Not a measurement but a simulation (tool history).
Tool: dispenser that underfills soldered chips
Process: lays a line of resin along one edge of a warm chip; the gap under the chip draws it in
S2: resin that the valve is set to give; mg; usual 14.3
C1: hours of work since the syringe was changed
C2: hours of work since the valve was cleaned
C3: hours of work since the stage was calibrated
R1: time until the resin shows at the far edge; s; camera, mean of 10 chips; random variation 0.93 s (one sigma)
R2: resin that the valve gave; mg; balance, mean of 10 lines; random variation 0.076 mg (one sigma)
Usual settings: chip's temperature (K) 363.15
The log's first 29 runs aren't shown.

At hour 146.0: new syringe of resin.
Run 30, hour 146.3: usual settings but chip's temperature (K) 368.15, S2 13.1 mg; C1 0; C2 39; C3 233. Result: R1 76.1 s, R2 12.84 mg.
Run 31, hour 153.0: usual settings but chip's temperature (K) 361.15, S2 13.1 mg; C1 4; C2 43; C3 237. Result: R1 121.7 s, R2 12.64 mg.
Run 32, hour 158.2: usual settings but chip's temperature (K) 361.15, S2 13.1 mg; C1 7; C2 46; C3 240. Result: R1 141.0 s, R2 12.84 mg.
At hour 160.9: new syringe of resin.
Run 33, hour 165.3: usual settings but chip's temperature (K) 370.15, S2 17.4 mg; C1 3; C2 50; C3 245. Result: R1 78.9 s, R2 16.83 mg.
Run 34, hour 169.3: usual settings but chip's temperature (K) 370.15, S2 17.4 mg; C1 5; C2 52; C3 247. Result: R1 86.6 s, R2 16.81 mg.
Run 35, hour 173.0: usual settings but chip's temperature (K) 374.15, S2 13.7 mg; C1 7; C2 55; C3 249. Result: R1 84.1 s, R2 13.32 mg.
At hour 175.7: new syringe of resin.
Run 36, hour 179.2: usual settings but S2 12.4 mg; C1 2; C2 58; C3 253. Result: R1 101.6 s, R2 11.93 mg.
Run 37, hour 184.1: usual settings but chip's temperature (K) 373.15, S2 12.8 mg; C1 5; C2 61; C3 256. Result: R1 79.1 s, R2 12.40 mg.

3 ways to go on from here, each from the tool as it stands after run 37. What would each give?
Run A, hour 187.0: usual settings but chip's temperature (K) 352.15, S2 18.2 mg; C1 7; C2 63; C3 257. Result: R1 ?, R2 ?.
Run B, hour 187.0: usual settings but chip's temperature (K) 356.15, S2 17.5 mg; C1 7; C2 63; C3 257. Result: R1 ?, R2 ?.
Run C, hour 187.0: usual settings but chip's temperature (K) 377.15, S2 12.9 mg; C1 7; C2 63; C3 257. Result: R1 ?, R2 ?.

run     R1     R2
  A  191.8  17.54
  B  163.0  16.83
  C   75.6  12.42
Without the tool's hidden state the same runs would have given:
run     R1     R2
  A  136.4  18.26
  B  116.2  17.52
  C   53.9  12.93

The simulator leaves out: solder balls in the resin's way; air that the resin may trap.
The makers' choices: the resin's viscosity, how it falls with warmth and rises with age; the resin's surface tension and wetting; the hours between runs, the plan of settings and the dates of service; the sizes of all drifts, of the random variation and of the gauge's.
